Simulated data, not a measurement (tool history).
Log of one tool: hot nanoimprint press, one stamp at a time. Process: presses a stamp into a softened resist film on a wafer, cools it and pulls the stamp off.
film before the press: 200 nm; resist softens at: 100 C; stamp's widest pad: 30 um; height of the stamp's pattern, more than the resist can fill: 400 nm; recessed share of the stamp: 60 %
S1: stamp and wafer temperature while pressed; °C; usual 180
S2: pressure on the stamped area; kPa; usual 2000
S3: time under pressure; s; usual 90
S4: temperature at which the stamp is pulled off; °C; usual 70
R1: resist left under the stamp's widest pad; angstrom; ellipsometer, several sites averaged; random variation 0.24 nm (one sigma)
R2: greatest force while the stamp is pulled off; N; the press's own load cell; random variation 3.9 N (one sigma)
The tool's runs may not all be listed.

run    hour   S1    S2   S3  S4   R1   R2
  1       0  180  2000   90  70  820  191
  2    47.1  180  2000   90  70  820  189
  3     110  180  2000   90  70  820  193
  4   163.8  180  2000   90  70  816  193
  5   226.6  180  2000  167  70  644  191
      272.6  -- stamp cleaned and given a new release coat
  6   324.3  180  2000  167  70  643  190
  7   404.5  180  2000  167  70  643  188
  8   452.6  180  2000  167  70  645  194
  9   531.5  180  2000  167  70  648  194
 10   612.1  180  2000  167  70  645  196
      682.9  -- stamp cleaned and given a new release coat
 11   704.1  180  2000  167  70  647  187
 12   793.3  180  2000  167  70  646  186
 13   853.4  180  2000  167  70  644  193
      916.4  -- plate thermocouple calibrated
 14     936  180  2000  167  70  650  197
 15   997.2  179  2000   90  70  848  187
 16    1044  182  2840   90  69  652  194
     1092.1  -- stamp cleaned and given a new release coat
 17  1139.3  181  2500   90  69  722  188
 18  1188.9  180  2000  145  70  687  187
 19  1263.7  180  1650   78  70  954  184
 20  1341.6  180  1650   78  70  956  190

Run 21 comes next. What will it give?
 21  1402.5  180  1650  78  70   ?   ?

Run 21 gave R1 956 angstrom, R2 190 N.
Without the tool's hidden state the same run would have given R1 946 angstrom, R2 188 N.

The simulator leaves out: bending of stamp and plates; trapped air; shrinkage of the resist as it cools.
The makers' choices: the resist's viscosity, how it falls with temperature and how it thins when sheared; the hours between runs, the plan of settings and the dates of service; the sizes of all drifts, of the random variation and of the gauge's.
